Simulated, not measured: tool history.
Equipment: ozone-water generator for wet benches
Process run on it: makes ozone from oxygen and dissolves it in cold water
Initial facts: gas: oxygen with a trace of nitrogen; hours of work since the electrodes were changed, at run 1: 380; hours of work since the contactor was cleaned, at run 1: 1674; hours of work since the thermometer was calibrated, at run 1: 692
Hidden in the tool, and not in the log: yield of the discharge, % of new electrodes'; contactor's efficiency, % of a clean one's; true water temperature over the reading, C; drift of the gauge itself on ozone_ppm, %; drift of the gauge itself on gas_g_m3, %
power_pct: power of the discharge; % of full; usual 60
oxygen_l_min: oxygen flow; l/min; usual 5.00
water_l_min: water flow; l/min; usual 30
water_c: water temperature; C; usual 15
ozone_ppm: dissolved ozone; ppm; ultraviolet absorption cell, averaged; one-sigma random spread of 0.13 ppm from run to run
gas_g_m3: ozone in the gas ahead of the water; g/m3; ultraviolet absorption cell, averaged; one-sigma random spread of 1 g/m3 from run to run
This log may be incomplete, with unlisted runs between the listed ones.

run	hour	power_pct	oxygen_l_min	water_l_min	water_c	hours of work since the electrodes were changed	hours of work since the contactor was cleaned	hours of work since the thermometer was calibrated	ozone_ppm	gas_g_m3
1	0.0	60	5.00	30	15	380	1674	692	13.4	175.7
2	34.9	60	5.00	30	15	410	1704	721	13.4	172.7
3	70.8	60	5.00	30	15	440	1734	752	13.3	174.3
4	104.5	60	5.00	30	15	469	1763	780	13.2	175.3
5	121.3	60	5.00	30	16	483	1777	794	13.2	174.9
6	151.8	60	5.00	30	15	509	1803	820	13.2	175.0
7	171.7	60	5.00	30	15	526	1820	837	13.4	174.9
8	204.8	60	5.00	30	16	554	1848	865	13.2	172.6
9	230.1	60	5.00	30	16	575	1869	886	13.1	172.6
10	259.2	60	5.00	30	16	600	1894	911	13.3	175.2
# hour 263.3: water thermometer calibrated
11	278.3	60	5.00	30	16	616	1909	13	13.1	174.0
12	317.3	78	5.00	30	16	649	1942	46	16.5	220.3
13	340.4	78	5.00	30	16	668	1962	65	16.5	217.7
# hour 360.6: water thermometer calibrated, once more
14	375.3	78	5.00	30	16	697	1991	12	16.7	219.8
15	411.1	60	5.00	30	13	728	2021	43	13.8	174.9
16	430.5	60	5.00	30	18	744	2038	59	13.0	174.6
17	459.2	70	4.61	19	18	768	2062	83	20.5	206.4
18	496.2	60	6.14	18	15	800	2094	115	20.7	160.9
19	534.8	60	4.09	33	15	832	2126	148	11.2	189.5
20	559.1	40	5.00	44	7	853	2147	168	6.9	121.8
21	580.5	73	5.91	30	15	871	2165	186	16.6	193.6
22	604.3	73	5.91	30	15	891	2185	206	16.5	192.9

What will run 23 give?
23	632.2	54	3.36	30	15	915	2209	230	?	?

{"run 23": {"ozone_ppm": 10.5, "gas_g_m3": 186.5}}
With no hidden state in the tool, this same run would have given ozone_ppm 11.0 ppm, gas_g_m3 190.3 g/m3.
